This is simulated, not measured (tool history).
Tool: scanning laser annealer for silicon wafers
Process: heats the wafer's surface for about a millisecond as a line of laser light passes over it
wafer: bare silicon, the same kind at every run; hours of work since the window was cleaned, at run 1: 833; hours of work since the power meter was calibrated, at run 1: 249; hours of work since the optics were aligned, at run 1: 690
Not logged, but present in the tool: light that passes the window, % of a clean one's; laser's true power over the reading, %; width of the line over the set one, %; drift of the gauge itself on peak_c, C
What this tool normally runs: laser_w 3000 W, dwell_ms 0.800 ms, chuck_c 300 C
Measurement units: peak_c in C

run     day  laser_w  dwell_ms  chuck_c  hours of work since the window was cleaned  hours of work since the power meter was calibrated  hours of work since the optics were aligned  peak_c
  1   0.000     3000     0.800      300                                         833                                                 249                                          690    1081
  2   1.042     3000     0.800      300                                         849                                                 266                                          707    1081
  3   1.904     3000     0.800      300                                         863                                                 280                                          720    1081
  4   2.579     3000     0.800      300                                         874                                                 290                                          731    1080
      3.679  -- window over the wafer cleaned
  5   3.979     3000     0.800      300                                           5                                                 311                                          752    1127
  6   5.325     3000     0.800      300                                          26                                                 332                                          773    1127
  7   6.292     3000     0.800      300                                          41                                                 348                                          789    1125
  8   7.054     3000     0.800      300                                          54                                                 360                                          801    1120
  9   7.612     3000     0.800      300                                          62                                                 369                                          810    1122
 10   8.375     3229     0.929      266                                          75                                                 381                                          822    1220
 11   9.538     2976     0.709      294                                          93                                                 399                                          840    1057
 12  10.379     2641     0.942      284                                         106                                                 413                                          854    1075
 13  10.954     3171     0.717      300                                         115                                                 422                                          863    1116
 14  11.812     3203     0.908      266                                         129                                                 435                                          876    1200
 15  12.596     2590     0.945      300                                         142                                                 448                                          889    1076
 16  13.908     3135     0.708      318                                         162                                                 469                                          910    1117

Forecast each of these 4 alternatives for the next run:
  A  14.700     2655     0.895      312                                         175                                                 481                                          922       ?
  B  14.700     3192     0.914      299                                         175                                                 481                                          922       ?
  C  14.700     3091     0.708      318                                         175                                                 481                                          922       ?
  D  14.700     3126     0.800      311                                         175                                                 481                                          922       ?

run  peak_c
  A    1080
  B    1230
  C    1109
  D    1159
Had the tool no hidden state, the same runs would have come out as:
run  peak_c
  A    1097
  B    1249
  C    1125
  D    1177
